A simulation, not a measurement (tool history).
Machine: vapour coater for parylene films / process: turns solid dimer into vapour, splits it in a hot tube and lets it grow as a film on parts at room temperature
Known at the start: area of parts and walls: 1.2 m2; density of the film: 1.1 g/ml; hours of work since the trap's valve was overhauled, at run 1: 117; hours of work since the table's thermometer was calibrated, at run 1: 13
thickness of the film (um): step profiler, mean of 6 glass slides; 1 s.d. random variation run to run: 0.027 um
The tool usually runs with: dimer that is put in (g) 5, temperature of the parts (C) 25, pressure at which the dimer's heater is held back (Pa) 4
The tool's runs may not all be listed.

run    day  dimer that is put in (g)  temperature of the parts (C)  pressure at which the dimer's heater is held back (Pa)  hours of work since the trap's valve was overhauled  hours of work since the table's thermometer was calibrated  thickness of the film (um)
  1      0                         5                            25                                                       4                                                  117                                                          13                        2.28
  2  0.454                         5                            33                                                       4                                                  124                                                          20                        1.65
  3  0.967                         5                            25                                                       4                                                  131                                                          28                        2.32
  4  1.517                         5                            25                                                   11.08                                                  139                                                          36                        1.78
  5  2.112                         5                            25                                                       4                                                  148                                                          45                        2.32
  6  2.442                         5                            25                                                       4                                                  153                                                          49                        2.23
  7  3.104                         6                            25                                                       4                                                  163                                                          59                        2.69
  8  3.479                         7                            25                                                       4                                                  168                                                          65                        3.13
  9  3.812                         5                            25                                                    3.18                                                  173                                                          69                        2.35
 10  4.229                         5                            25                                                    3.18                                                  179                                                          76                        2.33
 11  4.754                         5                            25                                                    3.18                                                  187                                                          83                        2.31
 12  5.446                         2                            21                                                    2.42                                                  197                                                          93                        1.19
 13  5.917                         2                            21                                                    2.42                                                  204                                                         100                        1.16
 14  6.571                         9                            25                                                    2.65                                                  213                                                         110                        4.41

Run 15, settings as shown, results not yet in. Your forecast:
 15  7.179                         7                            32                                                    6.43                                                  222                                                         119                           ?

{"run 15": {"thickness of the film (um)": 2.1}}
On a tool with no hidden condition, and with the same random variation, this run would have come out at thickness of the film (um) 2.23.

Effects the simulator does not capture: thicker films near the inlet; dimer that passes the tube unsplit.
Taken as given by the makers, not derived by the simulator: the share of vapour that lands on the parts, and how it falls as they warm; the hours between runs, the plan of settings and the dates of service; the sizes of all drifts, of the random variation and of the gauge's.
